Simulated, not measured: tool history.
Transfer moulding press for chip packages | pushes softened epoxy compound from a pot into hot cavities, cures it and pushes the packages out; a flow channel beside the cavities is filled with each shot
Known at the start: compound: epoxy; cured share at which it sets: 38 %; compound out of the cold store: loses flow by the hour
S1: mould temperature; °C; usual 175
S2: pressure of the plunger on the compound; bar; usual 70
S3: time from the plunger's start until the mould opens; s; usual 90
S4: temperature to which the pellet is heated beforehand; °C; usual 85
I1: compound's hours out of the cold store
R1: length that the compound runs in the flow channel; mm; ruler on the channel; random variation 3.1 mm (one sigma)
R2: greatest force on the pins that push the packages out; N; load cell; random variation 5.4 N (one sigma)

{"run": 1, "hour": 0.0, "S1": 175, "S2": 70, "S3": 90, "S4": 85, "I1": 34.2, "R1": 737, "R2": 256}
{"hour": 26.0, "done": "cavities cleaned with cleaning compound and waxed"}
{"run": 2, "hour": 28.8, "S1": 170, "S2": 70, "S3": 90, "S4": 85, "I1": 47.7, "R1": 728, "R2": 225}
{"run": 3, "hour": 72.9, "S1": 170, "S2": 70, "S3": 90, "S4": 85, "I1": 34.1, "R1": 760, "R2": 295}
{"hour": 97.3, "done": "cavities cleaned with cleaning compound and waxed"}
{"run": 4, "hour": 118.6, "S1": 175, "S2": 70.7, "S3": 90, "S4": 85, "I1": 35.9, "R1": 728, "R2": 223}
{"run": 5, "hour": 147.1, "S1": 181, "S2": 70, "S3": 90, "S4": 85, "I1": 34.6, "R1": 706, "R2": 261}
{"hour": 167.7, "done": "cavities cleaned with cleaning compound and waxed"}
{"run": 6, "hour": 167.7, "S1": 181, "S2": 70, "S3": 90, "S4": 85, "I1": 32.1, "R1": 707, "R2": 179}
{"run": 7, "hour": 199.4, "S1": 175, "S2": 70, "S3": 78, "S4": 85, "I1": 17.8, "R1": 752, "R2": 264}
{"hour": 239.6, "done": "cavities cleaned with cleaning compound and waxed"}
{"run": 8, "hour": 243.5, "S1": 175, "S2": 70, "S3": 90, "S4": 85, "I1": 41.6, "R1": 708, "R2": 182}
{"run": 9, "hour": 284.2, "S1": 175, "S2": 70, "S3": 90, "S4": 79, "I1": 32.8, "R1": 721, "R2": 256}
{"hour": 311.1, "done": "cavities cleaned with cleaning compound and waxed"}
{"run": 10, "hour": 322.0, "S1": 177, "S2": 70, "S3": 90, "S4": 85, "I1": 16, "R1": 749, "R2": 206}
{"run": 11, "hour": 341.0, "S1": 175, "S2": 70, "S3": 90, "S4": 79, "I1": 37.6, "R1": 710, "R2": 250}
{"run": 12, "hour": 371.4, "S1": 175, "S2": 70, "S3": 90, "S4": 79, "I1": 13.3, "R1": 757, "R2": 287}
{"hour": 383.3, "done": "cavities cleaned with cleaning compound and waxed"}
{"run": 13, "hour": 404.9, "S1": 175, "S2": 70, "S3": 90, "S4": 79, "I1": 29, "R1": 730, "R2": 215}
{"run": 14, "hour": 437.2, "S1": 175, "S2": 70, "S3": 118, "S4": 79, "I1": 9, "R1": 763, "R2": 253}
{"hour": 454.8, "done": "cavities cleaned with cleaning compound and waxed"}
{"run": 15, "hour": 460.9, "S1": 167, "S2": 54.7, "S3": 123, "S4": 91, "I1": 19.6, "R1": 682, "R2": 191}
{"run": 16, "hour": 491.5, "S1": 167, "S2": 79.6, "S3": 123, "S4": 76, "I1": 26.1, "R1": 810, "R2": 240}
{"hour": 526.8, "done": "cavities cleaned with cleaning compound and waxed"}
{"run": 17, "hour": 529.9, "S1": 172, "S2": 79.6, "S3": 123, "S4": 88, "I1": 32.1, "R1": 770, "R2": 175}
{"run": 18, "hour": 561.3, "S1": 175, "S2": 77.2, "S3": 90, "S4": 80, "I1": 31.2, "R1": 750, "R2": 251}
{"hour": 586.4, "done": "plunger's sealing rings changed"}
{"hour": 600.9, "done": "cavities cleaned with cleaning compound and waxed"}
{"run": 19, "hour": 609.7, "S1": 177, "S2": 77.2, "S3": 90, "S4": 87, "I1": 40.9, "R1": 754, "R2": 195}
{"run": 20, "hour": 630.0, "S1": 177, "S2": 77.2, "S3": 90, "S4": 87, "I1": 38.4, "R1": 758, "R2": 237}
{"run": 21, "hour": 661.4, "S1": 179, "S2": 70, "S3": 90, "S4": 85, "I1": 44.2, "R1": 704, "R2": 267}
{"hour": 673.1, "done": "cavities cleaned with cleaning compound and waxed"}
{"run": 22, "hour": 702.8, "S1": 179, "S2": 70, "S3": 90, "S4": 90, "I1": 45.1, "R1": 699, "R2": 232}
{"hour": 721.7, "done": "mould's thermocouples calibrated"}
{"run": 23, "hour": 726.5, "S1": 179, "S2": 64.2, "S3": 122, "S4": 82, "I1": 38.7, "R1": 682, "R2": 248}
{"hour": 747.6, "done": "cavities cleaned with cleaning compound and waxed"}
{"run": 24, "hour": 754.5, "S1": 174, "S2": 70, "S3": 91, "S4": 85, "I1": 18.4, "R1": 768, "R2": 207}
{"run": 25, "hour": 773.9, "S1": 174, "S2": 80.1, "S3": 97, "S4": 86, "I1": 21.1, "R1": 819, "R2": 231}
{"hour": 818.0, "done": "cavities cleaned with cleaning compound and waxed"}
{"run": 26, "hour": 818.0, "S1": 175, "S2": 70, "S3": 75, "S4": 85, "I1": 37.1, "R1": 727, "R2": 208}
{"run": 27, "hour": 836.4, "S1": 170, "S2": 53.4, "S3": 82, "S4": 85, "I1": 38.3, "R1": 649, "R2": 291}
{"run": 28, "hour": 859.0, "S1": 175, "S2": 70, "S3": 100, "S4": 90, "I1": 13.9, "R1": 770, "R2": 243}

3 ways to go on from here, each from the tool as it stands after run 28. What would each give?
{"run": "A", "hour": 881.5, "S1": 175, "S2": 76, "S3": 99, "S4": 85, "I1": 41.4, "R1": "?", "R2": "?"}
{"run": "B", "hour": 881.5, "S1": 175, "S2": 70, "S3": 99, "S4": 82, "I1": 32, "R1": "?", "R2": "?"}
{"run": "C", "hour": 881.5, "S1": 181, "S2": 70, "S3": 123, "S4": 90, "I1": 30, "R1": "?", "R2": "?"}

run=A R1=745 R2=268
run=B R1=735 R2=273
run=C R1=708 R2=266
Without the tool's hidden state the same runs would have given:
run=A R1=761 R2=172
run=B R1=750 R2=175
run=C R1=722 R2=171

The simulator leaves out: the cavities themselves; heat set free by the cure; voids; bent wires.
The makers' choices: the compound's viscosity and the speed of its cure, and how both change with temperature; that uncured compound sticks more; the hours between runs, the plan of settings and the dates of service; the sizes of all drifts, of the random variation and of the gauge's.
